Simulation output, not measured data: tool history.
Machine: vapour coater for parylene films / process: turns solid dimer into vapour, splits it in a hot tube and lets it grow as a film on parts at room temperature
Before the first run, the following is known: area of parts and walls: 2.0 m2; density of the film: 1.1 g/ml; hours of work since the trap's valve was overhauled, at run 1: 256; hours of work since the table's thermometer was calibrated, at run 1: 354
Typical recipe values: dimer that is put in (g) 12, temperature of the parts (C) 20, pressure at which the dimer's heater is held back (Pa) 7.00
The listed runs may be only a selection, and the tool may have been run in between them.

run,hour,dimer that is put in (g),temperature of the parts (C),pressure at which the dimer's heater is held back (Pa),hours of work since the trap's valve was overhauled,hours of work since the table's thermometer was calibrated,thickness of the film (nm)
1,0.0,12,20,7.00,256,354,2270
2,41.7,12,20,7.00,274,372,2260
3,64.5,19,20,7.00,283,381,3540
4,109.4,19,20,7.00,303,401,3510
5,131.6,19,20,7.00,312,410,3490
6,164.6,19,20,10.72,326,424,3320
7,201.3,6,20,7.00,342,440,1090
8,231.4,12,24,7.00,354,452,1870
9,250.6,12,20,7.00,363,461,2190
10,269.2,12,20,7.00,370,469,2200
11,307.7,12,20,7.00,387,485,2220
12,340.7,12,18,7.00,401,499,2340
13,382.5,12,18,7.00,419,517,2390
14,412.5,12,18,7.00,431,529,2360
15,433.9,12,18,7.00,440,539,2340
# hour 441.8: trap's valve overhauled
16,479.4,12,20,7.00,16,556,1930
17,510.9,12,20,7.00,29,570,1940
18,531.0,12,20,7.00,38,578,1920
# hour 570.6: trap's valve overhauled, once more
19,574.0,12,20,7.00,1,595,2480
20,613.4,7,20,7.00,18,612,1420
21,657.0,7,20,7.00,37,630,1420
22,689.0,7,20,7.00,50,644,1400
23,723.6,7,20,7.00,65,658,1370
24,755.9,13,20,7.00,79,672,2620
25,794.5,14,13,7.05,95,689,3790
26,837.4,12,20,2.30,113,707,2670
27,860.4,11,13,2.53,123,717,3300
28,895.9,11,13,2.53,138,732,3260
29,924.2,12,22,9.45,150,744,2050
30,969.3,12,22,9.45,170,763,2090
31,999.3,12,20,3.75,182,776,2500
32,1044.0,12,20,5.39,201,795,2370
33,1065.2,12,20,5.39,210,804,2420
34,1087.1,17,20,2.20,220,813,3710
35,1126.7,21,20,2.39,236,830,4530
36,1154.6,6,30,7.00,248,842,800
37,1176.6,19,20,4.29,258,851,3870
38,1201.4,11,21,6.20,268,862,2080
39,1246.9,12,17,11.19,288,881,2490
40,1289.7,8,17,11.19,306,899,1620
41,1320.4,12,28,2.37,319,912,1790
42,1345.2,12,16,2.37,329,923,2950
43,1370.0,18,16,2.37,340,933,4430
44,1401.1,8,16,6.48,353,946,1750
45,1444.3,7,30,2.51,372,965,1000
46,1474.4,12,20,2.70,384,978,2520
47,1503.7,12,20,2.70,397,990,2420

Alternative continuations, all from the tool just after run 47; predict every row:
A,1531.8,5,21,7.27,409,1002,?
B,1531.8,7,13,6.64,409,1002,?
C,1531.8,8,20,3.51,409,1002,?

run,thickness of the film (nm)
A,870
B,1650
C,1570
With the hidden condition removed and each run's random variation left untouched, the same runs would have given:
run,thickness of the film (nm)
A,970
B,1830
C,1740
